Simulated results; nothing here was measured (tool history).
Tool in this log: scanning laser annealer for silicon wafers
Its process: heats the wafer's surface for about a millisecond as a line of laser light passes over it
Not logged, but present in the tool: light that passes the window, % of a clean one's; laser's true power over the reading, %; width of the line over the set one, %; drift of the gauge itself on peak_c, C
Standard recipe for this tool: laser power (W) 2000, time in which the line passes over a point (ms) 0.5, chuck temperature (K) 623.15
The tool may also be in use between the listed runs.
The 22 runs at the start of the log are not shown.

run,hour,laser power (W),time in which the line passes over a point (ms),chuck temperature (K),hours of work since the window was cleaned,hours of work since the power meter was calibrated,hours of work since the optics were aligned,highest temperature of the surface (K)
23,660.3,1738,0.557,602.15,599,820,1438,1236.15
24,678.9,1756,0.365,612.15,607,829,1447,1140.15
25,707.9,1756,0.365,612.15,621,843,1461,1139.15
26,731.8,2000,0.351,623.15,633,854,1472,1232.15
27,751,2000,0.351,623.15,642,863,1481,1235.15
28,771,2000,0.392,623.15,652,873,1491,1266.15
29,809.8,1785,0.5,656.15,670,891,1509,1277.15
30,834.2,2131,0.368,623.15,682,903,1521,1297.15
31,860.3,2131,0.368,623.15,694,916,1534,1299.15
32,889.5,1876,0.466,601.15,708,930,1548,1241.15
33,919.8,1876,0.466,601.15,723,944,1562,1238.15
34,937.5,1898,0.556,653.15,731,953,1571,1353.15
35,958.5,1898,0.556,653.15,741,963,1581,1360.15
36,995,1761,0.406,629.15,759,980,1598,1182.15
37,1025.5,1840,0.535,589.15,774,995,1613,1249.15
38,1062,1840,0.535,593.15,791,1012,1630,1252.15
39,1105.6,1840,0.535,593.15,812,1033,1651,1251.15
40,1146.1,2199,0.43,623.15,831,1053,1671,1371.15
41,1171.2,2199,0.43,623.15,843,1065,1683,1370.15

Below are 4 alternative next runs, each starting from the tool's condition after run 41. Predict each:
A,1207,2025,0.383,586.15,861,1082,1700,?
B,1207,2149,0.608,605.15,861,1082,1700,?
C,1207,2055,0.37,608.15,861,1082,1700,?
D,1207,1910,0.43,623.15,861,1082,1700,?

run,highest temperature of the surface (K)
A,1226.15
B,1454.15
C,1245.15
D,1246.15
What these runs would have given with no unlogged condition in the tool:
run,highest temperature of the surface (K)
A,1277.15
B,1523.15
C,1297.15
D,1296.15

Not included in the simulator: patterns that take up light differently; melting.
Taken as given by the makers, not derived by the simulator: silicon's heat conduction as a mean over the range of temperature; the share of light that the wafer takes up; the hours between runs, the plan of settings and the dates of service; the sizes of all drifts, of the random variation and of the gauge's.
